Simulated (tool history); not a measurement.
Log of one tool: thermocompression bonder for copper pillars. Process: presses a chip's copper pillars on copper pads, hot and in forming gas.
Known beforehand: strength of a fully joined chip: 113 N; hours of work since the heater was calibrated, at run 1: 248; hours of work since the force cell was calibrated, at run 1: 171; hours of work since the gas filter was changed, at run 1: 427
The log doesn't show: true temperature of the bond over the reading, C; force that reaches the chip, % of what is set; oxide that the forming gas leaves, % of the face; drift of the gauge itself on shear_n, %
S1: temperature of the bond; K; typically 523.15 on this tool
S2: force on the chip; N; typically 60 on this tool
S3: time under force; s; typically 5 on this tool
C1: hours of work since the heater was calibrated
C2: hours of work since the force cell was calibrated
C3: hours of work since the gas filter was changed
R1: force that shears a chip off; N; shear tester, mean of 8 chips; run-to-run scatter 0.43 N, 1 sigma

run,hour,S1,S2,S3,C1,C2,C3,R1
1,0.0,523.15,60,5,248,171,427,46.0
2,7.8,523.15,60,5,252,175,431,47.5
3,21.8,523.15,60,5,259,182,438,47.3
4,37.1,523.15,60,5,266,190,446,45.6
5,54.5,523.15,60,5,275,199,455,46.4
6,63.1,523.15,60,8,279,203,459,54.0
7,79.7,523.15,60,5,288,211,468,46.5
8,88.8,523.15,60,5,292,216,472,46.1
9,106.6,523.15,60,5,301,225,481,45.9
10,115.7,523.15,60,5,306,229,486,46.4
11,126.3,548.15,60,5,311,235,491,57.2
# hour 140.3: forming gas filter changed
12,142.0,548.15,60,5,319,242,1,63.7
13,150.4,518.15,60,5,323,247,5,48.7
14,159.5,523.15,60,14,328,251,10,70.6
15,175.3,523.15,60,14,336,259,18,71.2
16,184.9,523.15,60,14,340,264,22,70.6
17,195.0,523.15,60,14,346,269,28,70.5
18,207.6,523.15,60,14,352,275,34,70.6
19,218.3,523.15,60,14,357,281,39,69.9
20,228.5,523.15,60,5,362,286,44,50.1
21,244.4,503.15,60,5,370,294,52,40.7
22,255.0,515.15,60,5,376,299,58,46.7
# hour 258.6: heater calibrated with a thermocouple chip
23,267.8,550.15,60,4,5,305,63,59.6
24,279.7,550.15,60,4,11,311,69,59.0
25,293.3,507.15,57,5,17,318,76,39.5
26,301.8,544.15,69,3,22,322,80,56.7

Run 27 has not been measured yet. What should we expect?
# hour 306.9: heater calibrated with a thermocouple chip, once more
27,319.0,532.15,82,5,6,330,88,?

{"run 27": {"R1": 68.0}}
On a tool with no hidden condition, and with the same random variation, this run would have come out at R1 70.6 N.
